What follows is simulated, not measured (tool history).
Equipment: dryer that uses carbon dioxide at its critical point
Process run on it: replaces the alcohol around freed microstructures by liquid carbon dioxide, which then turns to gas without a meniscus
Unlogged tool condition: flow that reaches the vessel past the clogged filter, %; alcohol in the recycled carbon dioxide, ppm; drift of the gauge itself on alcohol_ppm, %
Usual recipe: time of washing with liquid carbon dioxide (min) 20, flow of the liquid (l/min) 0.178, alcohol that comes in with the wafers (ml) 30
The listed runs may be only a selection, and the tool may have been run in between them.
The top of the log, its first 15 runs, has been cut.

run	hour	time of washing with liquid carbon dioxide (min)	flow of the liquid (l/min)	alcohol that comes in with the wafers (ml)	hours of work since the filter was changed	hours of work since the purifier's bed was changed	alcohol left in the vessel before it's heated (ppm by volume)
16	557.8	20	0.178	108	168	73	1349
17	584.9	20	0.172	30	183	88	476
18	641.6	20	0.172	30	214	119	511
19	669.3	20	0.178	30	229	134	446
20	708.3	19	0.178	30	251	155	567
21	743.4	14	0.178	30	270	175	1924
22	795.3	14	0.178	30	298	203	1974
23	820.6	20	0.274	30	312	217	77
24	852.3	20	0.178	37	329	234	629
25	890.3	16	0.178	37	350	255	1599
26	937.8	16	0.262	37	376	281	321
27	966.7	15	0.189	37	392	297	1690
28	1012.3	23	0.165	30	417	321	437
29	1039.6	28	0.23	58	432	336	104
30	1065.2	28	0.23	58	446	350	107
# hour 1108.3: inlet filter changed
31	1114.7	18	0.276	59	3	377	162
32	1154.4	25	0.178	20	25	399	144
33	1188.8	23	0.246	20	44	417	113
34	1221.5	20	0.266	103	62	435	183

Predict the results of run 35:
35	1271	20	0.266	103	89	462	?

{"run 35": {"alcohol left in the vessel before it's heated (ppm by volume)": 205}}
On a tool with no hidden condition, and with the same random variation, this run would have come out at alcohol left in the vessel before it's heated (ppm by volume) 80.

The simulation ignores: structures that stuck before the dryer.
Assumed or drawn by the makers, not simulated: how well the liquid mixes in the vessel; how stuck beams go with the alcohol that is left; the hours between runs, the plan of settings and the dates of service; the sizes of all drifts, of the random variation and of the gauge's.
